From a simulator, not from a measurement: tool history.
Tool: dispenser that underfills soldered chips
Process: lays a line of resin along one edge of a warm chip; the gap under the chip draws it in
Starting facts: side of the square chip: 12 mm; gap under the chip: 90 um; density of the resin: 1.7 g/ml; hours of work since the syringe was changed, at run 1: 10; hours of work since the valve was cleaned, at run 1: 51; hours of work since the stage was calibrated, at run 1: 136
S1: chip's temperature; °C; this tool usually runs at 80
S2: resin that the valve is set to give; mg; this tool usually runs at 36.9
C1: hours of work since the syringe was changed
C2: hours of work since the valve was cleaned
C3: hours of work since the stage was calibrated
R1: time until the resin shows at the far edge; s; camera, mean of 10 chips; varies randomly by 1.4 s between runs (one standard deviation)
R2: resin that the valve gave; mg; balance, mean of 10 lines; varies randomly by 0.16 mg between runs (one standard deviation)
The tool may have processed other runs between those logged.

| run | hour | S1 | S2 | C1 | C2 | C3 | R1 | R2 |
|---|---|---|---|---|---|---|---|---|
| 1 | 0.0 | 80 | 36.9 | 10 | 51 | 136 | 248.7 | 35.28 |
|  | 3.7 | new syringe of resin |
| 2 | 5.8 | 80 | 36.9 | 1 | 54 | 139 | 149.4 | 35.28 |
| 3 | 11.8 | 77 | 36.9 | 5 | 58 | 143 | 209.0 | 34.79 |
| 4 | 15.5 | 77 | 36.9 | 7 | 60 | 145 | 242.7 | 34.92 |
| 5 | 20.0 | 77 | 47.9 | 10 | 63 | 148 | 281.2 | 45.35 |
|  | 23.9 | new syringe of resin |
| 6 | 27.8 | 77 | 47.9 | 2 | 67 | 153 | 177.0 | 44.93 |
| 7 | 34.2 | 72 | 36.9 | 6 | 71 | 156 | 277.4 | 34.64 |
| 8 | 40.6 | 72 | 36.9 | 10 | 75 | 160 | 354.5 | 34.31 |
|  | 43.9 | new syringe of resin |
| 9 | 47.6 | 80 | 36.9 | 2 | 79 | 164 | 160.3 | 34.49 |
| 10 | 50.9 | 80 | 36.9 | 4 | 81 | 166 | 180.2 | 34.24 |
| 11 | 55.7 | 80 | 36.9 | 7 | 84 | 169 | 211.4 | 34.12 |
| 12 | 60.0 | 74 | 35.2 | 10 | 87 | 172 | 312.2 | 32.52 |
|  | 63.6 | new syringe of resin |
| 13 | 63.9 | 74 | 35.2 | 0 | 89 | 174 | 185.5 | 32.24 |
| 14 | 70.9 | 76 | 36.5 | 4 | 93 | 178 | 218.1 | 33.47 |
| 15 | 74.4 | 80 | 44.2 | 7 | 95 | 181 | 207.4 | 40.69 |
| 16 | 79.9 | 80 | 44.2 | 10 | 99 | 184 | 256.8 | 40.56 |
|  | 83.8 | new syringe of resin |
| 17 | 86.1 | 74 | 39.8 | 1 | 102 | 187 | 194.1 | 36.20 |
|  | 93.6 | dispensing valve cleaned and set on the balance |
| 18 | 94.7 | 74 | 42.5 | 6 | 1 | 192 | 252.6 | 42.44 |
| 19 | 101.8 | 67 | 42.0 | 10 | 5 | 196 | 433.0 | 41.68 |
|  | 104.7 | new syringe of resin |
| 20 | 107.9 | 94 | 39.1 | 2 | 9 | 200 | 91.8 | 38.89 |
| 21 | 111.7 | 80 | 36.9 | 4 | 11 | 202 | 178.7 | 36.50 |
| 22 | 116.8 | 80 | 36.9 | 7 | 14 | 205 | 216.2 | 36.44 |

Pick out some run-to-run changes in R1. Of each, how much would a tool without hidden state show as well, from the settings, what came in and chance, and how much is left for the hidden state and any gauge scatter not in both results compared?
What the log doesn't record here: resin's viscosity, % of fresh resin's; dose that the valve gives, % of what is set; true chip temperature over the reading, C; drift of the gauge itself on fill_s, %; drift of the gauge itself on given_mg, %.
Run 8 -> 9: S1 72 -> 80, new syringe of resin. R1 -194.2 s: hidden state -144.0, all else -50.2.
Run 19 -> 20: S1 67 -> 94, S2 42.0 -> 39.1, new syringe of resin. R1 -341.2 s: hidden state -196.6, all else -144.6.
